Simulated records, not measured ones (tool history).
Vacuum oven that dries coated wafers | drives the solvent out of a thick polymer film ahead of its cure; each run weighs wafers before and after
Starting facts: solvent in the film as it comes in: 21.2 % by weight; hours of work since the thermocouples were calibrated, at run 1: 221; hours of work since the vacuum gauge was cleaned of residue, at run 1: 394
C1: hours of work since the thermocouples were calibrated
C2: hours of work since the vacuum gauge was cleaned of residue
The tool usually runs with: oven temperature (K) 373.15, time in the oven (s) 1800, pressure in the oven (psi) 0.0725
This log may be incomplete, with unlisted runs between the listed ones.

{"run": 1, "hour": 0.0, "oven temperature (K)": 373.15, "time in the oven (s)": 1800, "pressure in the oven (psi)": 0.0725, "C1": 221, "C2": 394, "solvent left in the film (%)": 1.059}
{"run": 2, "hour": 15.5, "oven temperature (K)": 373.15, "time in the oven (s)": 1800, "pressure in the oven (psi)": 0.0725, "C1": 232, "C2": 405, "solvent left in the film (%)": 1.066}
{"run": 3, "hour": 27.8, "oven temperature (K)": 373.15, "time in the oven (s)": 1560, "pressure in the oven (psi)": 0.0725, "C1": 241, "C2": 414, "solvent left in the film (%)": 1.367}
{"run": 4, "hour": 39.9, "oven temperature (K)": 373.15, "time in the oven (s)": 1560, "pressure in the oven (psi)": 0.0725, "C1": 249, "C2": 423, "solvent left in the film (%)": 1.356}
{"run": 5, "hour": 51.5, "oven temperature (K)": 373.15, "time in the oven (s)": 1560, "pressure in the oven (psi)": 0.0725, "C1": 257, "C2": 431, "solvent left in the film (%)": 1.349}
{"run": 6, "hour": 67.0, "oven temperature (K)": 363.15, "time in the oven (s)": 1800, "pressure in the oven (psi)": 0.0725, "C1": 268, "C2": 442, "solvent left in the film (%)": 3.204}
{"run": 7, "hour": 85.6, "oven temperature (K)": 363.15, "time in the oven (s)": 1800, "pressure in the oven (psi)": 0.0725, "C1": 281, "C2": 455, "solvent left in the film (%)": 3.209}
{"run": 8, "hour": 100.7, "oven temperature (K)": 373.15, "time in the oven (s)": 1800, "pressure in the oven (psi)": 0.0725, "C1": 292, "C2": 465, "solvent left in the film (%)": 1.053}
{"run": 9, "hour": 115.4, "oven temperature (K)": 373.15, "time in the oven (s)": 1800, "pressure in the oven (psi)": 0.0725, "C1": 302, "C2": 476, "solvent left in the film (%)": 1.043}
{"run": 10, "hour": 137.0, "oven temperature (K)": 373.15, "time in the oven (s)": 1800, "pressure in the oven (psi)": 0.0725, "C1": 317, "C2": 491, "solvent left in the film (%)": 1.035}
{"run": 11, "hour": 147.4, "oven temperature (K)": 373.15, "time in the oven (s)": 1800, "pressure in the oven (psi)": 0.0748, "C1": 325, "C2": 498, "solvent left in the film (%)": 1.054}
{"run": 12, "hour": 169.2, "oven temperature (K)": 363.15, "time in the oven (s)": 960, "pressure in the oven (psi)": 0.1049, "C1": 340, "C2": 513, "solvent left in the film (%)": 6.923}
{"run": 13, "hour": 180.7, "oven temperature (K)": 363.15, "time in the oven (s)": 960, "pressure in the oven (psi)": 0.1049, "C1": 348, "C2": 521, "solvent left in the film (%)": 6.868}
{"run": 14, "hour": 192.3, "oven temperature (K)": 363.15, "time in the oven (s)": 960, "pressure in the oven (psi)": 0.1049, "C1": 356, "C2": 530, "solvent left in the film (%)": 6.912}
{"run": 15, "hour": 213.5, "oven temperature (K)": 383.15, "time in the oven (s)": 1920, "pressure in the oven (psi)": 0.0866, "C1": 371, "C2": 544, "solvent left in the film (%)": 0.472}
{"run": 16, "hour": 226.7, "oven temperature (K)": 373.15, "time in the oven (s)": 1800, "pressure in the oven (psi)": 0.095, "C1": 380, "C2": 554, "solvent left in the film (%)": 1.19}
{"run": 17, "hour": 239.4, "oven temperature (K)": 359.15, "time in the oven (s)": 1800, "pressure in the oven (psi)": 0.1514, "C1": 389, "C2": 563, "solvent left in the film (%)": 5.23}
{"run": 18, "hour": 251.2, "oven temperature (K)": 383.15, "time in the oven (s)": 960, "pressure in the oven (psi)": 0.0766, "C1": 397, "C2": 571, "solvent left in the film (%)": 1.026}
{"run": 19, "hour": 270.7, "oven temperature (K)": 383.15, "time in the oven (s)": 2520, "pressure in the oven (psi)": 0.048, "C1": 411, "C2": 585, "solvent left in the film (%)": 0.262}
{"run": 20, "hour": 280.9, "oven temperature (K)": 383.15, "time in the oven (s)": 2520, "pressure in the oven (psi)": 0.1704, "C1": 418, "C2": 592, "solvent left in the film (%)": 0.859}

Difference, measured minus no-hidden-state, one row per run. Run-to-run variation is common to both terms; the gauge's own scatter need not be:
Hidden conditions of the tool in this case: true wafer temperature over the reading, C; true pressure over the reading, kPa; drift of the gauge itself on solvent_pct, %.
run=1 solvent_left_in_the_film_(%)=+0.004
run=2 solvent_left_in_the_film_(%)=+0.003
run=3 solvent_left_in_the_film_(%)=-0.012
run=4 solvent_left_in_the_film_(%)=-0.014
run=5 solvent_left_in_the_film_(%)=-0.015
run=6 solvent_left_in_the_film_(%)=-0.06
run=7 solvent_left_in_the_film_(%)=-0.066
run=8 solvent_left_in_the_film_(%)=-0.004
run=9 solvent_left_in_the_film_(%)=-0.005
run=10 solvent_left_in_the_film_(%)=-0.007
run=11 solvent_left_in_the_film_(%)=-0.008
run=12 solvent_left_in_the_film_(%)=-0.15
run=13 solvent_left_in_the_film_(%)=-0.155
run=14 solvent_left_in_the_film_(%)=-0.161
run=15 solvent_left_in_the_film_(%)=+0.029
run=16 solvent_left_in_the_film_(%)=-0.018
run=17 solvent_left_in_the_film_(%)=-0.154
run=18 solvent_left_in_the_film_(%)=-0.039
run=19 solvent_left_in_the_film_(%)=+0.039
run=20 solvent_left_in_the_film_(%)=+0.026
